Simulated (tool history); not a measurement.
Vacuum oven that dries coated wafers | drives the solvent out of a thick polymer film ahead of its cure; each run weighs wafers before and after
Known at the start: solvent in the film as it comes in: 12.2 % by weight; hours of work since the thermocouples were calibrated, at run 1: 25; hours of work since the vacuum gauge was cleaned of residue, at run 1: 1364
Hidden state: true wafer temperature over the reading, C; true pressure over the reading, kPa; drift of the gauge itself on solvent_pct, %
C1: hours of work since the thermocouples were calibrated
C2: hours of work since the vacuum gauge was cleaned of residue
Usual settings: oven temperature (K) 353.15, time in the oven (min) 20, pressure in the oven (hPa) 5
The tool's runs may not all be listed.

Run 1, hour 0: usual settings; C1 25; C2 1364. Result: solvent left in the film (%) 1.96.
Run 2, hour 50.6: usual settings; C1 63; C2 1402. Result: solvent left in the film (%) 1.99.
Run 3, hour 98.2: usual settings; C1 99; C2 1438. Result: solvent left in the film (%) 1.98.
Run 4, hour 145: usual settings; C1 134; C2 1473. Result: solvent left in the film (%) 1.99.
Run 5, hour 178.7: usual settings; C1 160; C2 1499. Result: solvent left in the film (%) 1.97.
Run 6, hour 230.5: usual settings; C1 199; C2 1538. Result: solvent left in the film (%) 2.07.
At hour 235.3: vacuum gauge cleaned of residue and calibrated.
Run 7, hour 297.4: usual settings but pressure in the oven (hPa) 4.17; C1 248; C2 47. Result: solvent left in the film (%) 2.17.
Run 8, hour 330.5: usual settings but oven temperature (K) 366.15, pressure in the oven (hPa) 3.16; C1 273; C2 72. Result: solvent left in the film (%) 0.72.
Run 9, hour 393.2: usual settings but oven temperature (K) 338.15, time in the oven (min) 27, pressure in the oven (hPa) 7.54; C1 321; C2 119. Result: solvent left in the film (%) 4.2.
Run 10, hour 438.8: usual settings but oven temperature (K) 340.15, time in the oven (min) 22, pressure in the oven (hPa) 7.24; C1 355; C2 154. Result: solvent left in the film (%) 4.47.
At hour 462.2: vacuum gauge cleaned of residue and calibrated, once more.
Run 11, hour 484.2: usual settings but oven temperature (K) 340.15, time in the oven (min) 22, pressure in the oven (hPa) 7.24; C1 388; C2 17. Result: solvent left in the film (%) 3.94.
Run 12, hour 514.5: usual settings but oven temperature (K) 340.15, time in the oven (min) 22, pressure in the oven (hPa) 3.03; C1 411; C2 39. Result: solvent left in the film (%) 3.46.
Run 13, hour 575.4: usual settings but oven temperature (K) 347.15, time in the oven (min) 18, pressure in the oven (hPa) 3.42; C1 457; C2 86. Result: solvent left in the film (%) 3.08.
Run 14, hour 622.3: usual settings but oven temperature (K) 354.15, time in the oven (min) 15, pressure in the oven (hPa) 7.77; C1 493; C2 121. Result: solvent left in the film (%) 2.79.

Hidden state or all else? Some run-to-run changes of solvent left in the film (%), split into what the settings, what came in and random variation would give without the hidden state, and what is left for the hidden state (with any gauge scatter that isn't in both results):
Run 8 -> 9: oven temperature (K) 366.15 -> 338.15, time in the oven (min) 20 -> 27, pressure in the oven (hPa) 3.16 -> 7.54. solvent left in the film (%) +3.48: hidden state +0.43, all else +3.05.
Run 10 -> 11: vacuum gauge cleaned of residue and calibrated, once more. solvent left in the film (%) -0.53: hidden state -0.56, all else +0.03.

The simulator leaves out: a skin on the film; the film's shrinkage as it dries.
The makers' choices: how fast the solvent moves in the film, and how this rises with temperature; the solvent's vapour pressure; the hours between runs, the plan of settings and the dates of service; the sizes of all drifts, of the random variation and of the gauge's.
